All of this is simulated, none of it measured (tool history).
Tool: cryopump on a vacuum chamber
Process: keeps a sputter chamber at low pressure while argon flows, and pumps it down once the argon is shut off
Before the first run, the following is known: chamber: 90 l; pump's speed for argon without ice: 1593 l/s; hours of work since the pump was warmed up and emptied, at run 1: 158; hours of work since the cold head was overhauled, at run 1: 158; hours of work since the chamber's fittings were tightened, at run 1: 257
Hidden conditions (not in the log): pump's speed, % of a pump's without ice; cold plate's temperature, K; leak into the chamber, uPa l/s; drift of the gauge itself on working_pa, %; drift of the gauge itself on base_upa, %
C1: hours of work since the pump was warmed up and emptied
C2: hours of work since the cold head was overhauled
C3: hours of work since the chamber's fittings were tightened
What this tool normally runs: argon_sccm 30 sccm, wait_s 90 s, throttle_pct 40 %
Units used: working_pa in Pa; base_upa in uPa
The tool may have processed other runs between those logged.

{"run": 1, "day": 0.0, "argon_sccm": 30, "wait_s": 90, "throttle_pct": 40, "C1": 158, "C2": 158, "C3": 257, "working_pa": 0.0821, "base_upa": 0.94}
{"run": 2, "day": 0.462, "argon_sccm": 30, "wait_s": 90, "throttle_pct": 40, "C1": 163, "C2": 163, "C3": 262, "working_pa": 0.0812, "base_upa": 0.88}
{"run": 3, "day": 0.954, "argon_sccm": 30, "wait_s": 107, "throttle_pct": 40, "C1": 169, "C2": 169, "C3": 268, "working_pa": 0.0821, "base_upa": 0.85}
{"run": 4, "day": 1.854, "argon_sccm": 30, "wait_s": 90, "throttle_pct": 40, "C1": 180, "C2": 180, "C3": 279, "working_pa": 0.083, "base_upa": 0.97}
{"run": 5, "day": 2.492, "argon_sccm": 30, "wait_s": 90, "throttle_pct": 40, "C1": 187, "C2": 187, "C3": 286, "working_pa": 0.0818, "base_upa": 0.95}
{"run": 6, "day": 3.112, "argon_sccm": 30, "wait_s": 90, "throttle_pct": 40, "C1": 194, "C2": 194, "C3": 293, "working_pa": 0.0816, "base_upa": 0.93}
{"run": 7, "day": 3.679, "argon_sccm": 30, "wait_s": 105, "throttle_pct": 40, "C1": 201, "C2": 201, "C3": 300, "working_pa": 0.0824, "base_upa": 0.92}
{"run": 8, "day": 4.058, "argon_sccm": 30, "wait_s": 90, "throttle_pct": 40, "C1": 205, "C2": 205, "C3": 304, "working_pa": 0.0826, "base_upa": 1.01}
{"run": 9, "day": 4.562, "argon_sccm": 30, "wait_s": 90, "throttle_pct": 40, "C1": 211, "C2": 211, "C3": 310, "working_pa": 0.0825, "base_upa": 1.01}
{"run": 10, "day": 5.25, "argon_sccm": 30, "wait_s": 90, "throttle_pct": 40, "C1": 219, "C2": 219, "C3": 318, "working_pa": 0.0834, "base_upa": 0.97}
{"run": 11, "day": 5.617, "argon_sccm": 30, "wait_s": 36, "throttle_pct": 40, "C1": 224, "C2": 224, "C3": 322, "working_pa": 0.083, "base_upa": 1.57}
{"run": 12, "day": 6.121, "argon_sccm": 30, "wait_s": 36, "throttle_pct": 40, "C1": 229, "C2": 229, "C3": 328, "working_pa": 0.0824, "base_upa": 1.58}
{"run": 13, "day": 6.667, "argon_sccm": 30, "wait_s": 36, "throttle_pct": 40, "C1": 236, "C2": 236, "C3": 335, "working_pa": 0.0824, "base_upa": 1.59}
{"run": 14, "day": 7.562, "argon_sccm": 30, "wait_s": 36, "throttle_pct": 40, "C1": 246, "C2": 246, "C3": 345, "working_pa": 0.0838, "base_upa": 1.6}
{"run": 15, "day": 8.242, "argon_sccm": 30, "wait_s": 36, "throttle_pct": 40, "C1": 254, "C2": 254, "C3": 353, "working_pa": 0.0824, "base_upa": 1.6}
{"run": 16, "day": 9.054, "argon_sccm": 23, "wait_s": 36, "throttle_pct": 40, "C1": 264, "C2": 264, "C3": 363, "working_pa": 0.0645, "base_upa": 1.59}
{"run": 17, "day": 9.467, "argon_sccm": 14, "wait_s": 90, "throttle_pct": 40, "C1": 269, "C2": 269, "C3": 367, "working_pa": 0.0389, "base_upa": 1.03}
{"run": 18, "day": 9.896, "argon_sccm": 38, "wait_s": 90, "throttle_pct": 27, "C1": 274, "C2": 274, "C3": 372, "working_pa": 0.1539, "base_upa": 1.05}
{"run": 19, "day": 10.6, "argon_sccm": 14, "wait_s": 263, "throttle_pct": 58, "C1": 282, "C2": 282, "C3": 381, "working_pa": 0.0277, "base_upa": 0.79}
{"run": 20, "day": 11.238, "argon_sccm": 16, "wait_s": 150, "throttle_pct": 16, "C1": 289, "C2": 289, "C3": 388, "working_pa": 0.1076, "base_upa": 0.92}
{"run": 21, "day": 11.804, "argon_sccm": 41, "wait_s": 150, "throttle_pct": 16, "C1": 296, "C2": 296, "C3": 395, "working_pa": 0.2766, "base_upa": 0.93}
{"run": 22, "day": 12.638, "argon_sccm": 41, "wait_s": 150, "throttle_pct": 16, "C1": 306, "C2": 306, "C3": 405, "working_pa": 0.2787, "base_upa": 0.94}
{"run": 23, "day": 13.275, "argon_sccm": 41, "wait_s": 150, "throttle_pct": 16, "C1": 313, "C2": 313, "C3": 412, "working_pa": 0.2774, "base_upa": 0.87}
{"run": 24, "day": 13.992, "argon_sccm": 41, "wait_s": 80, "throttle_pct": 16, "C1": 321, "C2": 321, "C3": 420, "working_pa": 0.2784, "base_upa": 1.15}
{"run": 25, "day": 14.596, "argon_sccm": 30, "wait_s": 90, "throttle_pct": 50, "C1": 328, "C2": 328, "C3": 427, "working_pa": 0.0689, "base_upa": 1.09}
{"run": 26, "day": 15.208, "argon_sccm": 30, "wait_s": 90, "throttle_pct": 50, "C1": 336, "C2": 336, "C3": 435, "working_pa": 0.0684, "base_upa": 1.16}
{"run": 27, "day": 16.092, "argon_sccm": 28, "wait_s": 132, "throttle_pct": 16, "C1": 346, "C2": 346, "C3": 445, "working_pa": 0.1914, "base_upa": 1.03}
{"run": 28, "day": 16.858, "argon_sccm": 28, "wait_s": 132, "throttle_pct": 16, "C1": 355, "C2": 355, "C3": 454, "working_pa": 0.1914, "base_upa": 1.05}
{"run": 29, "day": 17.333, "argon_sccm": 28, "wait_s": 132, "throttle_pct": 16, "C1": 360, "C2": 360, "C3": 459, "working_pa": 0.1913, "base_upa": 1.07}
{"run": 30, "day": 18.167, "argon_sccm": 28, "wait_s": 132, "throttle_pct": 16, "C1": 370, "C2": 370, "C3": 469, "working_pa": 0.1925, "base_upa": 1.06}
{"day": 18.429, "done": "pump warmed up, emptied and cooled again"}
{"run": 31, "day": 18.883, "argon_sccm": 30, "wait_s": 90, "throttle_pct": 16, "C1": 5, "C2": 376, "C3": 475, "working_pa": 0.1991, "base_upa": 1.11}
{"run": 32, "day": 19.379, "argon_sccm": 33, "wait_s": 90, "throttle_pct": 40, "C1": 11, "C2": 382, "C3": 481, "working_pa": 0.0875, "base_upa": 1.09}
{"run": 33, "day": 20.025, "argon_sccm": 33, "wait_s": 66, "throttle_pct": 40, "C1": 19, "C2": 389, "C3": 488, "working_pa": 0.0884, "base_upa": 1.25}
{"run": 34, "day": 20.792, "argon_sccm": 30, "wait_s": 90, "throttle_pct": 37, "C1": 28, "C2": 398, "C3": 497, "working_pa": 0.0869, "base_upa": 1.1}

Alternative continuations, all from the tool just after run 34; predict every row:
{"run": "A", "day": 21.675, "argon_sccm": 18, "wait_s": 90, "throttle_pct": 41, "C1": 38, "C2": 409, "C3": 508, "working_pa": "?", "base_upa": "?"}
{"run": "B", "day": 21.675, "argon_sccm": 20, "wait_s": 90, "throttle_pct": 26, "C1": 38, "C2": 409, "C3": 508, "working_pa": "?", "base_upa": "?"}
{"run": "C", "day": 21.675, "argon_sccm": 30, "wait_s": 90, "throttle_pct": 20, "C1": 38, "C2": 409, "C3": 508, "working_pa": "?", "base_upa": "?"}

run=A working_pa=0.0477 base_upa=1.10
run=B working_pa=0.0826 base_upa=1.15
run=C working_pa=0.1587 base_upa=1.07
Take away the tool's hidden state, keep each run's random variation, and the runs would have read:
run=A working_pa=0.0471 base_upa=0.56
run=B working_pa=0.0820 base_upa=0.61
run=C working_pa=0.1578 base_upa=0.55
